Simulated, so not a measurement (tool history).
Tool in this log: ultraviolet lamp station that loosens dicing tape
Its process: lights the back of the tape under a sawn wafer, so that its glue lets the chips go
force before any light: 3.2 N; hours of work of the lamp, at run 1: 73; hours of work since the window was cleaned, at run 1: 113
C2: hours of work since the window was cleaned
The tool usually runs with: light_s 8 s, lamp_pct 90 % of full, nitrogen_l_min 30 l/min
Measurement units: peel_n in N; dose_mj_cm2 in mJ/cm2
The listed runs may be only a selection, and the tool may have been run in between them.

{"run": 1, "hour": 0.0, "light_s": 8, "lamp_pct": 90, "nitrogen_l_min": 30, "hours of work of the lamp": 73, "C2": 113, "peel_n": 0.164, "dose_mj_cm2": 658}
{"run": 2, "hour": 5.8, "light_s": 11, "lamp_pct": 90, "nitrogen_l_min": 30, "hours of work of the lamp": 75, "C2": 116, "peel_n": 0.12, "dose_mj_cm2": 899}
{"run": 3, "hour": 11.2, "light_s": 11, "lamp_pct": 90, "nitrogen_l_min": 30, "hours of work of the lamp": 78, "C2": 118, "peel_n": 0.11, "dose_mj_cm2": 893}
{"run": 4, "hour": 17.8, "light_s": 11, "lamp_pct": 90, "nitrogen_l_min": 30, "hours of work of the lamp": 81, "C2": 122, "peel_n": 0.112, "dose_mj_cm2": 900}
{"run": 5, "hour": 21.6, "light_s": 8, "lamp_pct": 90, "nitrogen_l_min": 30, "hours of work of the lamp": 83, "C2": 123, "peel_n": 0.158, "dose_mj_cm2": 650}
{"run": 6, "hour": 30.5, "light_s": 8, "lamp_pct": 90, "nitrogen_l_min": 30, "hours of work of the lamp": 87, "C2": 128, "peel_n": 0.154, "dose_mj_cm2": 655}
{"run": 7, "hour": 38.5, "light_s": 8, "lamp_pct": 90, "nitrogen_l_min": 30, "hours of work of the lamp": 91, "C2": 132, "peel_n": 0.157, "dose_mj_cm2": 653}
{"run": 8, "hour": 45.2, "light_s": 8, "lamp_pct": 90, "nitrogen_l_min": 30, "hours of work of the lamp": 95, "C2": 135, "peel_n": 0.147, "dose_mj_cm2": 650}
{"run": 9, "hour": 50.2, "light_s": 8, "lamp_pct": 90, "nitrogen_l_min": 30, "hours of work of the lamp": 97, "C2": 137, "peel_n": 0.148, "dose_mj_cm2": 652}
{"run": 10, "hour": 58.3, "light_s": 8, "lamp_pct": 90, "nitrogen_l_min": 30, "hours of work of the lamp": 101, "C2": 141, "peel_n": 0.16, "dose_mj_cm2": 659}
{"run": 11, "hour": 66.3, "light_s": 12, "lamp_pct": 90, "nitrogen_l_min": 30, "hours of work of the lamp": 105, "C2": 145, "peel_n": 0.124, "dose_mj_cm2": 985}
{"run": 12, "hour": 75.0, "light_s": 8, "lamp_pct": 90, "nitrogen_l_min": 30, "hours of work of the lamp": 109, "C2": 149, "peel_n": 0.15, "dose_mj_cm2": 649}
{"run": 13, "hour": 79.4, "light_s": 8, "lamp_pct": 90, "nitrogen_l_min": 30, "hours of work of the lamp": 111, "C2": 152, "peel_n": 0.148, "dose_mj_cm2": 657}
{"run": 14, "hour": 85.0, "light_s": 8, "lamp_pct": 90, "nitrogen_l_min": 30, "hours of work of the lamp": 114, "C2": 154, "peel_n": 0.152, "dose_mj_cm2": 649}
{"run": 15, "hour": 92.8, "light_s": 8, "lamp_pct": 90, "nitrogen_l_min": 30, "hours of work of the lamp": 118, "C2": 158, "peel_n": 0.151, "dose_mj_cm2": 651}
{"run": 16, "hour": 97.5, "light_s": 8, "lamp_pct": 90, "nitrogen_l_min": 30, "hours of work of the lamp": 120, "C2": 160, "peel_n": 0.159, "dose_mj_cm2": 658}
{"run": 17, "hour": 102.6, "light_s": 8, "lamp_pct": 90, "nitrogen_l_min": 30, "hours of work of the lamp": 122, "C2": 163, "peel_n": 0.157, "dose_mj_cm2": 657}
{"run": 18, "hour": 107.2, "light_s": 8, "lamp_pct": 90, "nitrogen_l_min": 30, "hours of work of the lamp": 125, "C2": 165, "peel_n": 0.16, "dose_mj_cm2": 655}
{"run": 19, "hour": 112.6, "light_s": 8, "lamp_pct": 90, "nitrogen_l_min": 30, "hours of work of the lamp": 127, "C2": 168, "peel_n": 0.152, "dose_mj_cm2": 654}
{"run": 20, "hour": 120.1, "light_s": 15, "lamp_pct": 90, "nitrogen_l_min": 30, "hours of work of the lamp": 131, "C2": 171, "peel_n": 0.103, "dose_mj_cm2": 1218}
{"run": 21, "hour": 125.3, "light_s": 8, "lamp_pct": 90, "nitrogen_l_min": 30, "hours of work of the lamp": 133, "C2": 174, "peel_n": 0.161, "dose_mj_cm2": 650}
{"run": 22, "hour": 134.1, "light_s": 15, "lamp_pct": 90, "nitrogen_l_min": 30, "hours of work of the lamp": 138, "C2": 178, "peel_n": 0.114, "dose_mj_cm2": 1220}
{"run": 23, "hour": 139.7, "light_s": 9, "lamp_pct": 90, "nitrogen_l_min": 57, "hours of work of the lamp": 140, "C2": 181, "peel_n": 0.114, "dose_mj_cm2": 736}
{"run": 24, "hour": 145.2, "light_s": 9, "lamp_pct": 90, "nitrogen_l_min": 57, "hours of work of the lamp": 143, "C2": 183, "peel_n": 0.108, "dose_mj_cm2": 738}
{"run": 25, "hour": 153.3, "light_s": 9, "lamp_pct": 90, "nitrogen_l_min": 57, "hours of work of the lamp": 147, "C2": 187, "peel_n": 0.119, "dose_mj_cm2": 738}

Run 26 comes next. What will it give?
{"run": 26, "hour": 159.6, "light_s": 8, "lamp_pct": 83, "nitrogen_l_min": 30, "hours of work of the lamp": 150, "C2": 190, "peel_n": "?", "dose_mj_cm2": "?"}

peel_n: 0.166 N
dose_mj_cm2: 606 mJ/cm2
With the hidden condition absent and the run-to-run variation left alone, this run would have shown peel_n 0.166 N, dose_mj_cm2 606 mJ/cm2.
